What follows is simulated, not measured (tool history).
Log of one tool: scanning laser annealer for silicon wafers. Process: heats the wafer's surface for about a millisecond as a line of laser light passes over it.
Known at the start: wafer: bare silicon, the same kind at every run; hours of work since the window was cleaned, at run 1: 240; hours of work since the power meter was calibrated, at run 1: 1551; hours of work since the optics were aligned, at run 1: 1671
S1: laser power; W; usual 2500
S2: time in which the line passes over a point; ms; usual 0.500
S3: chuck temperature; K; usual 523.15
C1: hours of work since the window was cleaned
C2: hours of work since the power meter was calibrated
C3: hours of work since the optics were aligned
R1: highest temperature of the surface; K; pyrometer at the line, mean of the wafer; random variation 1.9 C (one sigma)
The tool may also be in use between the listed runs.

run 1 hour=0.0 | S1=2500 S2=0.500 S3=523.15 | C1=240 C2=1551 C3=1671 | R1=1327.15
run 2 hour=65.5 | S1=2500 S2=0.500 S3=523.15 | C1=270 C2=1581 C3=1701 | R1=1326.15
run 3 hour=134.2 | S1=2255 S2=0.500 S3=523.15 | C1=301 C2=1612 C3=1732 | R1=1219.15
run 4 hour=201.9 | S1=2500 S2=0.500 S3=510.15 | C1=332 C2=1643 C3=1763 | R1=1308.15
-- hour=268.0 window over the wafer cleaned
run 5 hour=272.1 | S1=2500 S2=0.500 S3=496.15 | C1=2 C2=1674 C3=1794 | R1=1306.15
run 6 hour=335.1 | S1=2500 S2=0.500 S3=496.15 | C1=31 C2=1703 C3=1823 | R1=1307.15
run 7 hour=419.1 | S1=2524 S2=0.500 S3=500.15 | C1=69 C2=1742 C3=1861 | R1=1319.15
run 8 hour=516.0 | S1=2266 S2=0.579 S3=512.15 | C1=113 C2=1786 C3=1906 | R1=1271.15
run 9 hour=580.6 | S1=2266 S2=0.579 S3=512.15 | C1=143 C2=1815 C3=1935 | R1=1268.15
-- hour=656.6 optics aligned, line set to its width
run 10 hour=661.3 | S1=2266 S2=0.360 S3=514.15 | C1=177 C2=1850 C3=2 | R1=1124.15
run 11 hour=734.2 | S1=2534 S2=0.360 S3=558.15 | C1=211 C2=1883 C3=35 | R1=1265.15

5 ways to go on from here, each from the tool as it stands after run 11. What would each give?
run A hour=797.0 | S1=2500 S2=0.362 S3=523.15 | C1=239 C2=1912 C3=64 | R1=?
run B hour=797.0 | S1=2197 S2=0.457 S3=492.15 | C1=239 C2=1912 C3=64 | R1=?
run C hour=797.0 | S1=2500 S2=0.524 S3=504.15 | C1=239 C2=1912 C3=64 | R1=?
run D hour=797.0 | S1=2534 S2=0.360 S3=497.15 | C1=239 C2=1912 C3=64 | R1=?
run E hour=797.0 | S1=2700 S2=0.447 S3=510.15 | C1=239 C2=1912 C3=64 | R1=?

run=A R1=1220.15
run=B R1=1145.15
run=C R1=1336.15
run=D R1=1204.15
run=E R1=1364.15
Without the tool's hidden state the same runs would have given:
run=A R1=1239.15
run=B R1=1163.15
run=C R1=1359.15
run=D R1=1223.15
run=E R1=1387.15

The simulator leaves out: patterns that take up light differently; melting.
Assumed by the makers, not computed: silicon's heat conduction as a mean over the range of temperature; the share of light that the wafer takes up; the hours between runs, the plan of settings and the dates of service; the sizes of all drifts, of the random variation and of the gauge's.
